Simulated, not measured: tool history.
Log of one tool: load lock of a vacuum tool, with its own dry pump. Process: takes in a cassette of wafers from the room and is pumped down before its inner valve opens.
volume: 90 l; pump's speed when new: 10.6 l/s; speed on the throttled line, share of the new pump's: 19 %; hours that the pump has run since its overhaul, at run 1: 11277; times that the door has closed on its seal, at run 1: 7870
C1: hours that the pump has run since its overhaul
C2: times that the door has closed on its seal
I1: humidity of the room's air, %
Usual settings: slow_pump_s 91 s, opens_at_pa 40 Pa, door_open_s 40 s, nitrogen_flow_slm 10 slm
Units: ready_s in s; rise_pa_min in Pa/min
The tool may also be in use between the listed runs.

run 1 hour=0 | slow_pump_s=91 opens_at_pa=40 door_open_s=40 nitrogen_flow_slm=10 | C1=11277 C2=7870 | I1=44.9 | ready_s=148.1 rise_pa_min=0.044
run 2 hour=117.2 | slow_pump_s=85 opens_at_pa=40 door_open_s=40 nitrogen_flow_slm=10 | C1=11394 C2=8175 | I1=43.7 | ready_s=144.5 rise_pa_min=0.041
run 3 hour=288 | slow_pump_s=91 opens_at_pa=40 door_open_s=40 nitrogen_flow_slm=10 | C1=11565 C2=8620 | I1=46.4 | ready_s=148.2 rise_pa_min=0.044
run 4 hour=408.4 | slow_pump_s=91 opens_at_pa=40 door_open_s=40 nitrogen_flow_slm=10 | C1=11686 C2=8934 | I1=43.4 | ready_s=147.8 rise_pa_min=0.043
run 5 hour=575.6 | slow_pump_s=91 opens_at_pa=40 door_open_s=40 nitrogen_flow_slm=10 | C1=11853 C2=9369 | I1=43.3 | ready_s=147.8 rise_pa_min=0.045
run 6 hour=717 | slow_pump_s=91 opens_at_pa=40 door_open_s=40 nitrogen_flow_slm=10 | C1=11994 C2=9738 | I1=43.5 | ready_s=147 rise_pa_min=0.04
run 7 hour=867.7 | slow_pump_s=91 opens_at_pa=74 door_open_s=40 nitrogen_flow_slm=10 | C1=12145 C2=10130 | I1=45.5 | ready_s=143 rise_pa_min=0.045
run 8 hour=1047.5 | slow_pump_s=91 opens_at_pa=40 door_open_s=40 nitrogen_flow_slm=10 | C1=12325 C2=10599 | I1=45 | ready_s=149.4 rise_pa_min=0.043
run 9 hour=1167.6 | slow_pump_s=63 opens_at_pa=40 door_open_s=40 nitrogen_flow_slm=10 | C1=12445 C2=10911 | I1=46.7 | ready_s=126.1 rise_pa_min=0.051
run 10 hour=1338.6 | slow_pump_s=63 opens_at_pa=40 door_open_s=40 nitrogen_flow_slm=10 | C1=12616 C2=11357 | I1=44.6 | ready_s=126.4 rise_pa_min=0.053
run 11 hour=1532 | slow_pump_s=66 opens_at_pa=40 door_open_s=40 nitrogen_flow_slm=10 | C1=12809 C2=11861 | I1=48.9 | ready_s=130 rise_pa_min=0.056
run 12 hour=1619.4 | slow_pump_s=156 opens_at_pa=40 door_open_s=40 nitrogen_flow_slm=10 | C1=12896 C2=12088 | I1=45.5 | ready_s=198.3 rise_pa_min=0.053
run 13 hour=1730 | slow_pump_s=156 opens_at_pa=40 door_open_s=40 nitrogen_flow_slm=10 | C1=13007 C2=12376 | I1=41 | ready_s=198.6 rise_pa_min=0.054
run 14 hour=1867.9 | slow_pump_s=91 opens_at_pa=40 door_open_s=115 nitrogen_flow_slm=10 | C1=13145 C2=12736 | I1=43 | ready_s=148.2 rise_pa_min=0.074
run 15 hour=1958.7 | slow_pump_s=91 opens_at_pa=40 door_open_s=115 nitrogen_flow_slm=10 | C1=13236 C2=12972 | I1=45.1 | ready_s=148.9 rise_pa_min=0.077
run 16 hour=2093.9 | slow_pump_s=91 opens_at_pa=40 door_open_s=115 nitrogen_flow_slm=10 | C1=13371 C2=13324 | I1=46.6 | ready_s=149.5 rise_pa_min=0.074
run 17 hour=2213.6 | slow_pump_s=91 opens_at_pa=40 door_open_s=40 nitrogen_flow_slm=8 | C1=13491 C2=13636 | I1=46 | ready_s=148.9 rise_pa_min=0.058
run 18 hour=2395.8 | slow_pump_s=91 opens_at_pa=40 door_open_s=40 nitrogen_flow_slm=8 | C1=13673 C2=14111 | I1=42.7 | ready_s=150.8 rise_pa_min=0.057
run 19 hour=2506.3 | slow_pump_s=99 opens_at_pa=40 door_open_s=40 nitrogen_flow_slm=33 | C1=13783 C2=14399 | I1=44.8 | ready_s=155.9 rise_pa_min=0.049
run 20 hour=2658.7 | slow_pump_s=116 opens_at_pa=40 door_open_s=40 nitrogen_flow_slm=33 | C1=13936 C2=14796 | I1=44.7 | ready_s=168.8 rise_pa_min=0.056
run 21 hour=2835.3 | slow_pump_s=62 opens_at_pa=40 door_open_s=35 nitrogen_flow_slm=13 | C1=14112 C2=15256 | I1=46.1 | ready_s=127.5 rise_pa_min=0.064
run 22 hour=2995.1 | slow_pump_s=62 opens_at_pa=40 door_open_s=35 nitrogen_flow_slm=13 | C1=14272 C2=15672 | I1=40.5 | ready_s=128.5 rise_pa_min=0.059
run 23 hour=3126.5 | slow_pump_s=62 opens_at_pa=40 door_open_s=35 nitrogen_flow_slm=44 | C1=14404 C2=16014 | I1=43.4 | ready_s=127.8 rise_pa_min=0.055
run 24 hour=3237.1 | slow_pump_s=55 opens_at_pa=28 door_open_s=114 nitrogen_flow_slm=22 | C1=14514 C2=16303 | I1=49.9 | ready_s=126.2 rise_pa_min=0.083
run 25 hour=3373.4 | slow_pump_s=91 opens_at_pa=40 door_open_s=206 nitrogen_flow_slm=10 | C1=14651 C2=16658 | I1=43.5 | ready_s=151.6 rise_pa_min=0.108
run 26 hour=3566.3 | slow_pump_s=63 opens_at_pa=76 door_open_s=33 nitrogen_flow_slm=5 | C1=14843 C2=17160 | I1=46.1 | ready_s=123.3 rise_pa_min=0.075
run 27 hour=3732.2 | slow_pump_s=63 opens_at_pa=76 door_open_s=33 nitrogen_flow_slm=5 | C1=15009 C2=17592 | I1=45.4 | ready_s=121.2 rise_pa_min=0.077
run 28 hour=3925.1 | slow_pump_s=63 opens_at_pa=76 door_open_s=33 nitrogen_flow_slm=5 | C1=15202 C2=18095 | I1=43.1 | ready_s=121.8 rise_pa_min=0.083
run 29 hour=4025.5 | slow_pump_s=91 opens_at_pa=40 door_open_s=48 nitrogen_flow_slm=13 | C1=15303 C2=18356 | I1=46.1 | ready_s=151 rise_pa_min=0.08
run 30 hour=4151.9 | slow_pump_s=91 opens_at_pa=40 door_open_s=48 nitrogen_flow_slm=13 | C1=15429 C2=18686 | I1=48.7 | ready_s=151.9 rise_pa_min=0.085
run 31 hour=4293.2 | slow_pump_s=106 opens_at_pa=29 door_open_s=48 nitrogen_flow_slm=8 | C1=15570 C2=19054 | I1=47.1 | ready_s=166.7 rise_pa_min=0.089
run 32 hour=4415.5 | slow_pump_s=106 opens_at_pa=68 door_open_s=99 nitrogen_flow_slm=4 | C1=15693 C2=19372 | I1=44.4 | ready_s=155.8 rise_pa_min=0.108
run 33 hour=4595.2 | slow_pump_s=106 opens_at_pa=68 door_open_s=99 nitrogen_flow_slm=4 | C1=15872 C2=19841 | I1=47.2 | ready_s=156.8 rise_pa_min=0.115
run 34 hour=4777.7 | slow_pump_s=91 opens_at_pa=40 door_open_s=40 nitrogen_flow_slm=8 | C1=16055 C2=20316 | I1=45.8 | ready_s=151.7 rise_pa_min=0.087
run 35 hour=4921.3 | slow_pump_s=91 opens_at_pa=40 door_open_s=40 nitrogen_flow_slm=8 | C1=16198 C2=20690 | I1=47.5 | ready_s=151.6 rise_pa_min=0.086
run 36 hour=5095.2 | slow_pump_s=91 opens_at_pa=40 door_open_s=40 nitrogen_flow_slm=8 | C1=16372 C2=21143 | I1=43.8 | ready_s=152.2 rise_pa_min=0.093

5 ways to go on from here, each from the tool as it stands after run 36. What would each give?
run A hour=5262.1 | slow_pump_s=48 opens_at_pa=40 door_open_s=66 nitrogen_flow_slm=8 | C1=16539 C2=21578 | I1=43.3 | ready_s=? rise_pa_min=?
run B hour=5262.1 | slow_pump_s=168 opens_at_pa=38 door_open_s=76 nitrogen_flow_slm=10 | C1=16539 C2=21578 | I1=45.3 | ready_s=? rise_pa_min=?
run C hour=5262.1 | slow_pump_s=149 opens_at_pa=40 door_open_s=105 nitrogen_flow_slm=15 | C1=16539 C2=21578 | I1=45.4 | ready_s=? rise_pa_min=?
run D hour=5262.1 | slow_pump_s=68 opens_at_pa=40 door_open_s=40 nitrogen_flow_slm=10 | C1=16539 C2=21578 | I1=46.1 | ready_s=? rise_pa_min=?
run E hour=5262.1 | slow_pump_s=118 opens_at_pa=40 door_open_s=40 nitrogen_flow_slm=8 | C1=16539 C2=21578 | I1=47.8 | ready_s=? rise_pa_min=?

run=A ready_s=119.7 rise_pa_min=0.101
run=B ready_s=211.7 rise_pa_min=0.104
run=C ready_s=196.8 rise_pa_min=0.111
run=D ready_s=133.9 rise_pa_min=0.093
run=E ready_s=172.8 rise_pa_min=0.094
Without the tool's hidden state the same runs would have given:
run=A ready_s=106.8 rise_pa_min=0.029
run=B ready_s=203.8 rise_pa_min=0.031
run=C ready_s=188.2 rise_pa_min=0.037
run=D ready_s=121.9 rise_pa_min=0.021
run=E ready_s=162.9 rise_pa_min=0.021
